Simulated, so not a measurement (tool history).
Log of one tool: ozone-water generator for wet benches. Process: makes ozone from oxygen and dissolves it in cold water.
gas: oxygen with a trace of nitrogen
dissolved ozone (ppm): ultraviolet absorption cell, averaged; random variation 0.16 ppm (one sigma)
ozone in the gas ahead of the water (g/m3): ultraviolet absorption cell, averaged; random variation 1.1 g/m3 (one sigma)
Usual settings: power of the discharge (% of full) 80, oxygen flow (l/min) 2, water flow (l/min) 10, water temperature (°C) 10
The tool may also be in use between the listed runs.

| run | hour | power of the discharge (% of full) | oxygen flow (l/min) | water flow (l/min) | water temperature (°C) | dissolved ozone (ppm) | ozone in the gas ahead of the water (g/m3) |
|---|---|---|---|---|---|---|---|
| 1 | 0 | 80 | 2 | 10 | 10 | 20.8 | 197.3 |
| 2 | 122.7 | 80 | 2 | 10 | 10 | 21.2 | 196.9 |
| 3 | 245 | 80 | 2 | 10 | 10 | 20.9 | 199.2 |
| 4 | 367.1 | 80 | 2 | 10 | 10 | 21 | 195.7 |
| 5 | 429.9 | 80 | 2 | 10 | 10 | 20.8 | 198.5 |
| 6 | 546.6 | 80 | 2 | 10 | 10 | 21.2 | 198.8 |
| 7 | 643.3 | 80 | 2 | 10 | 10 | 20.9 | 197.9 |
| 8 | 768.8 | 80 | 2 | 10 | 10 | 21 | 197.6 |
| 9 | 850.9 | 80 | 2 | 10 | 10 | 21.2 | 197.7 |
| 10 | 964.5 | 80 | 2 | 10 | 12 | 20.5 | 198.5 |
| 11 | 1051.3 | 70 | 2 | 10 | 10 | 19 | 181 |
| 12 | 1148.9 | 80 | 2 | 15 | 10 | 14.3 | 199 |
| 13 | 1239.7 | 80 | 2 | 15 | 10 | 14.3 | 198.4 |
| 14 | 1331.4 | 80 | 2 | 15 | 10 | 14.1 | 200.2 |
| 15 | 1421.2 | 80 | 1.77 | 10 | 10 | 20.7 | 211.6 |
| 16 | 1543.1 | 80 | 1.77 | 10 | 10 | 20.3 | 212.7 |
| 17 | 1630.7 | 80 | 1.77 | 10 | 10 | 20.6 | 210.2 |
| 18 | 1689.3 | 80 | 1.77 | 10 | 10 | 20.5 | 212.2 |
| 19 | 1753.4 | 51 | 1.77 | 14 | 10 | 10.7 | 157.6 |
| 20 | 1870.7 | 41 | 1.77 | 11 | 10 | 12.1 | 135.7 |
| 21 | 1949.3 | 41 | 1.77 | 11 | 10 | 12 | 137.2 |
| 22 | 2071.4 | 88 | 1.77 | 15 | 6 | 15.2 | 227.2 |
| 23 | 2127 | 61 | 2.33 | 8 | 16 | 19.4 | 152.7 |
| 24 | 2257.4 | 61 | 2.33 | 8 | 16 | 19.6 | 153.6 |
| 25 | 2368.6 | 61 | 2.33 | 8 | 16 | 19.8 | 154.1 |
|  | 2458.6 | water thermometer calibrated |
| 26 | 2466.4 | 57 | 2 | 8 | 10 | 20.4 | 160.1 |
| 27 | 2556 | 80 | 2.03 | 10 | 15 | 19.9 | 198.4 |
| 28 | 2638.8 | 89 | 3.16 | 10 | 10 | 23.5 | 168.3 |
| 29 | 2771.6 | 52 | 1.87 | 10 | 17 | 14.2 | 155.7 |
| 30 | 2902.7 | 61 | 1.77 | 14 | 9 | 12.5 | 179.6 |
| 31 | 3005.7 | 40 | 1.31 | 10 | 11 | 12 | 158.8 |
| 32 | 3121.7 | 80 | 3.34 | 14 | 5 | 17.6 | 153 |
|  | 3146.1 | contactor cleaned |
| 33 | 3225.4 | 80 | 1.12 | 10 | 5 | 19.5 | 278.3 |

3 ways to go on from here, each from the tool as it stands after run 33. What would each give?
| A | 3293.6 | 80 | 1.3 | 7 | 10 | ? | ? |
| B | 3293.6 | 80 | 3.39 | 7 | 5 | ? | ? |
| C | 3293.6 | 80 | 2 | 10 | 16 | ? | ? |

| run | dissolved ozone (ppm) | ozone in the gas ahead of the water (g/m3) |
|---|---|---|
| A | 26.6 | 255 |
| B | 30.3 | 151.7 |
| C | 19.4 | 202.8 |
Without the tool's hidden state the same runs would have given:
| run | dissolved ozone (ppm) | ozone in the gas ahead of the water (g/m3) |
|---|---|---|
| A | 26.7 | 249.3 |
| B | 30.4 | 148.3 |
| C | 19.5 | 198.2 |
